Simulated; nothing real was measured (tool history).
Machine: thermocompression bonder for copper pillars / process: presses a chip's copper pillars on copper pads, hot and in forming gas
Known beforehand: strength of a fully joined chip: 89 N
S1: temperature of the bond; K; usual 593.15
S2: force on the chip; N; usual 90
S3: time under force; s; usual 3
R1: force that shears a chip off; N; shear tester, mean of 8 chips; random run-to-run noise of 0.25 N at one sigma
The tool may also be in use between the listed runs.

run   hour      S1   S2  S3    R1
  1    0.0  593.15   90   3  38.0
  2   11.9  593.15   90   3  38.0
  3   27.4  593.15   90   3  38.0
  4   41.5  593.15   90   3  38.1
  5   52.8  593.15   77   3  31.5
  6   67.9  593.15   77   3  31.9
  7   85.0  593.15   90   3  37.8
  8   95.1  593.15   90   3  38.6
  9  107.8  593.15   90   3  38.0
 10  124.3  593.15   90   3  37.9
 11  138.9  593.15   90   3  38.4
 12  147.6  593.15  113   3  48.1
 13  164.3  563.15  123   4  39.6
 14  177.8  563.15  123   5  42.6
 15  192.7  581.15  128   2  41.0
 16  205.1  581.15  128   2  40.8
 17  214.1  581.15  111   4  44.6
 18  231.7  581.15  111   4  45.4
 19  248.4  581.15  115   2  36.4
     257.1  -- forming gas filter changed
 20  265.9  582.15   57   3  18.4
 21  279.3  582.15   57   3  18.3
 22  287.8  582.15  102   2  32.3
 23  306.9  615.15  115   2  54.9
 24  317.7  593.15   78   2  27.7

5 ways to go on from here, each from the tool as it stands after run 24. What would each give?
  A  327.2  619.15   78   2   ?
  B  327.2  571.15   80   2   ?
  C  327.2  596.15  129   2   ?
  D  327.2  593.15   78   5   ?
  E  327.2  622.15   96   4   ?

run    R1
  A  39.1
  B  19.9
  C  49.7
  D  39.8
  E  61.3
With no hidden state in the tool, these same runs would have given:
run    R1
  A  39.1
  B  19.9
  C  49.8
  D  39.9
  E  61.4

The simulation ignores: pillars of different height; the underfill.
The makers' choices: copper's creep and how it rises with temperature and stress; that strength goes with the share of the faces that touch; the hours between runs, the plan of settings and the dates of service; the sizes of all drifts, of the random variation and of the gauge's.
